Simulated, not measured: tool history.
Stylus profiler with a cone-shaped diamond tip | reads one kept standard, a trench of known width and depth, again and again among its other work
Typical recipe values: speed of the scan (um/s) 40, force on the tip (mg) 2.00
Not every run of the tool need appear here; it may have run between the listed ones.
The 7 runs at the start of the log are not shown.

run     day  speed of the scan (um/s)  force on the tip (mg)  depth of the trench (Å)  width of the trench's floor (µm)
  8  10.262                        40                   3.88                   1016.8                             17.79
  9  11.629                        38                   3.88                   1017.9                             17.80
 10  13.517                        40                   2.00                   1011.2                             17.75
 11  14.533                        40                   2.00                   1011.0                             17.74
 12  16.517                        40                   2.00                   1011.2                             17.79
 13  18.021                        40                   2.00                   1011.9                             17.74
 14  19.579                        40                   2.00                   1010.2                             17.78
 15  21.517                        40                   2.00                   1011.2                             17.69
 16  23.104                        40                   2.00                   1011.6                             17.76
 17  24.792                        25                   2.29                   1011.9                             17.78
 18  26.304                        64                   4.73                   1019.9                             17.74
 19  27.350                        64                   4.73                   1021.7                             17.75
 20  28.604                        24                   1.28                   1007.8                             17.84
 21  29.950                        22                   1.48                   1008.5                             17.80
 22  31.038                        27                   4.19                   1019.2                             17.91

Expected results for the next run?
 23  32.412                        27                   4.19                        ?                                 ?

depth of the trench (Å): 1020.2
width of the trench's floor (µm): 17.86
Had the tool carried no hidden state, the very same run would have given depth of the trench (Å) 1020.1, width of the trench's floor (µm) 17.87.
